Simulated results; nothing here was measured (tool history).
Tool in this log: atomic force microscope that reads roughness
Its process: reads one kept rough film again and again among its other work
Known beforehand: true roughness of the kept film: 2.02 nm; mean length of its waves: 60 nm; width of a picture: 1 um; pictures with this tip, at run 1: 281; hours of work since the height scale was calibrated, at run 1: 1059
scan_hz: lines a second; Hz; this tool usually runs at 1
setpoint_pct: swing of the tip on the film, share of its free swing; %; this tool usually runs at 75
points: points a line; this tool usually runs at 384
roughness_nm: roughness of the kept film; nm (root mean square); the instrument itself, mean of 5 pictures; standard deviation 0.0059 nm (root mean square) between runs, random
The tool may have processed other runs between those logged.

run    hour  scan_hz  setpoint_pct  points  pictures with this tip  hours of work since the height scale was calibrated  roughness_nm
  1       0        1            75     384                     281                                                 1059         1.817
       66.3  -- new tip fitted
  2    66.8        1            75     384                       1                                                 1104         1.828
  3   143.5        1            75     384                     105                                                 1156         1.835
  4   181.4        1            75     384                     157                                                 1182         1.828
  5   219.4        1            72     384                     209                                                 1207         1.841
  6   274.3        1            85     384                     284                                                 1245         1.729
  7     328        1            85     384                     357                                                 1281          1.73
      341.4  -- new tip fitted
  8   392.8        1            75     384                      70                                                 1325         1.832
  9   461.6        1            75     384                     164                                                 1371         1.821
 10   535.3        1            75     384                     265                                                 1421         1.819
 11   575.4        1            75     384                     320                                                 1448           1.8
      617.1  -- new tip fitted
 12   635.6        1            75     384                      26                                                 1489         1.826
 13   710.1     0.58            75     384                     127                                                 1539         1.875
 14   770.8     2.23            68     387                     210                                                 1581         1.755
 15   819.4     2.23            68     387                     277                                                 1614          1.75
 16   867.9     1.61            68     387                     343                                                 1646         1.807
      894.6  -- new tip fitted
 17   924.5     1.61            62     708                      40                                                 1685         1.862
 18  1003.2     2.48            74     354                     148                                                 1738         1.662
 19  1067.1     2.48            74     354                     235                                                 1781         1.668
 20    1133        1            75     859                     325                                                 1826         1.812
       1168  -- new tip fitted
 21  1190.2     1.11            57     270                      30                                                 1864          1.91
 22  1249.2      2.4            75     345                     110                                                 1904         1.655
 23  1289.4      2.4            75     345                     165                                                 1932         1.659
 24  1331.6      2.4            75     345                     223                                                 1960         1.652
 25    1405      2.4            75     345                     323                                                 2010         1.647

5 options for the next run, each taken on its own from the tool as it stands now. Forecast them:
     1441.8  -- new tip fitted
  A  1449.9      2.4            89     906                      11                                                 2040             ?
     1441.8  -- new tip fitted
  B  1449.9        1            58     384                      11                                                 2040             ?
     1441.8  -- new tip fitted
  C  1449.9     3.67            61     384                      11                                                 2040             ?
     1441.8  -- new tip fitted
  D  1449.9     2.88            69     262                      11                                                 2040             ?
     1441.8  -- new tip fitted
  E  1449.9        1            84     384                      11                                                 2040             ?

run  roughness_nm
  A         1.466
  B         1.902
  C         1.756
  D         1.711
  E         1.769
With no hidden state in the tool, these same runs would have given:
run  roughness_nm
  A         1.484
  B         1.926
  C         1.778
  D         1.732
  E         1.791

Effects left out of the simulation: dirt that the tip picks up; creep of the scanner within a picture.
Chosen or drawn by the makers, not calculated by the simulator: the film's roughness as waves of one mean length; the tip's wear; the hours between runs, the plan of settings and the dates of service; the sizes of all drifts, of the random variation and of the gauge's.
